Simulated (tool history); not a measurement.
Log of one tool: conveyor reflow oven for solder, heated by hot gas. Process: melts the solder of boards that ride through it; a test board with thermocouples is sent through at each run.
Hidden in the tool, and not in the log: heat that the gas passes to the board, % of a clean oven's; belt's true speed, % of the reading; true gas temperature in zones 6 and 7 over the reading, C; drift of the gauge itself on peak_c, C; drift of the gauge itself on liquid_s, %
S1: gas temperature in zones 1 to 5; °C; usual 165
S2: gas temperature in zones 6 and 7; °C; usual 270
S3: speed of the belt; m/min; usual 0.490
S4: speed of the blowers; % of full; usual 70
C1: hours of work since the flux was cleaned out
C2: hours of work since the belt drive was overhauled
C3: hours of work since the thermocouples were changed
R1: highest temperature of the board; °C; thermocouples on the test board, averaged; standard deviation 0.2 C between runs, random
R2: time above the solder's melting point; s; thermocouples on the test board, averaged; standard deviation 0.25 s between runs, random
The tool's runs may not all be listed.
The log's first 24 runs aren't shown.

Run 25, hour 999.5: usual settings but S1 159 °C; C1 370; C2 458; C3 606. Result: R1 252.2 °C, R2 59.0 s.
Run 26, hour 1046.7: usual settings but S1 159 °C; C1 400; C2 489; C3 637. Result: R1 251.6 °C, R2 58.6 s.
Run 27, hour 1087.9: usual settings but S1 158 °C, S2 284 °C, S3 0.521 m/min, S4 59 % of full; C1 426; C2 515; C3 663. Result: R1 259.0 °C, R2 59.2 s.
Run 28, hour 1134.5: usual settings but S3 0.566 m/min; C1 456; C2 545; C3 693. Result: R1 247.6 °C, R2 47.0 s.
Run 29, hour 1160.1: usual settings but S1 163 °C, S2 276 °C, S3 0.481 m/min, S4 50 % of full; C1 473; C2 561; C3 710. Result: R1 253.6 °C, R2 62.3 s.
At hour 1190.2: flux residue cleaned out of gas plates and filters.
Run 30, hour 1216.0: usual settings but S1 163 °C, S2 276 °C, S3 0.481 m/min, S4 50 % of full; C1 17; C2 594; C3 742. Result: R1 257.1 °C, R2 65.5 s.
Run 31, hour 1259.8: usual settings but S1 163 °C, S2 276 °C, S3 0.481 m/min, S4 50 % of full; C1 45; C2 622; C3 770. Result: R1 257.1 °C, R2 65.5 s.
Run 32, hour 1302.4: usual settings but S1 162 °C, S2 280 °C, S3 0.481 m/min, S4 52 % of full; C1 72; C2 649; C3 798. Result: R1 261.4 °C, R2 68.1 s.

3 ways to go on from here, each from the tool as it stands after run 32. What would each give?
Run A, hour 1357.0: usual settings but S1 174 °C, S3 0.457 m/min, S4 59 % of full; C1 107; C2 684; C3 833. Result: R1 ?, R2 ?.
Run B, hour 1357.0: usual settings but S1 162 °C, S2 268 °C, S3 0.481 m/min, S4 52 % of full; C1 107; C2 684; C3 833. Result: R1 ?, R2 ?.
Run C, hour 1357.0: usual settings but S1 155 °C, S2 260 °C; C1 107; C2 684; C3 833. Result: R1 ?, R2 ?.

run     R1    R2
  A  257.7  74.5
  B  250.7  59.8
  C  245.6  52.7
The same runs, with their run-to-run variation unchanged, on a tool lacking any hidden condition would have given:
run     R1    R2
  A  256.0  72.0
  B  249.0  57.3
  C  244.1  50.4
